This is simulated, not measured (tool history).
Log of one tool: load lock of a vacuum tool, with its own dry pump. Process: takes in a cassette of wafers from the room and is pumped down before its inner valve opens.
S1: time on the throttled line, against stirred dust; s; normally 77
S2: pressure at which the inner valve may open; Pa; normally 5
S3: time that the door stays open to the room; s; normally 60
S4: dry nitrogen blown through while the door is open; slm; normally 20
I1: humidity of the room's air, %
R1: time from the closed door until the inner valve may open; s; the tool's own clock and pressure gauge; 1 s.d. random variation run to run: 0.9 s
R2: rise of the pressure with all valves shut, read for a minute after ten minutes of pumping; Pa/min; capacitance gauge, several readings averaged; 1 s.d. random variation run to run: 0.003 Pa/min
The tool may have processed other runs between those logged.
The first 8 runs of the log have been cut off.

run      day   S1  S2   S3  S4    I1     R1     R2
  9  114.192   77   5   60  20  43.7  151.9  0.158
 10  129.854   77   5   60  20  47.4  151.7  0.166
 11  148.396   77   5   60  20    44  152.9  0.166
 12  161.025   77   5   60  20  43.6  151.2  0.178
 13  177.529   77   5   60  20  44.6  153.4  0.186
 14   188.65   77   5   60  20  42.5  153.2  0.187
 15  204.912   77   5   60  20  47.7    154  0.197
 16  221.304   77   5   60  20  45.1  153.1  0.198
     231.004  -- dry pump taken out, an overhauled one fitted
 17  233.512   77   5   60  20  47.8    141  0.209
 18  245.762   77   5   60  20  43.4    142  0.209
 19  260.042   77   5   60  20  47.5  143.1  0.221
 20  277.096   77   5  171  20  44.3  141.3  0.236
 21  289.358   40   6   60   6  42.2  114.1  0.245
 22  308.879   50  10   31  18    43  116.4   0.24
 23  329.483  109   4  180   8  46.7  169.7  0.273
 24    341.6   77   4   60  45  40.2  145.5  0.251

Forecast run 25:
 25  353.421  88   5  25   5  45.1   ?   ?

R1: 151.7 s
R2: 0.269 Pa/min
With the hidden condition absent and the run-to-run variation left alone, this run would have shown R1 148.3 s, R2 0.02 Pa/min.

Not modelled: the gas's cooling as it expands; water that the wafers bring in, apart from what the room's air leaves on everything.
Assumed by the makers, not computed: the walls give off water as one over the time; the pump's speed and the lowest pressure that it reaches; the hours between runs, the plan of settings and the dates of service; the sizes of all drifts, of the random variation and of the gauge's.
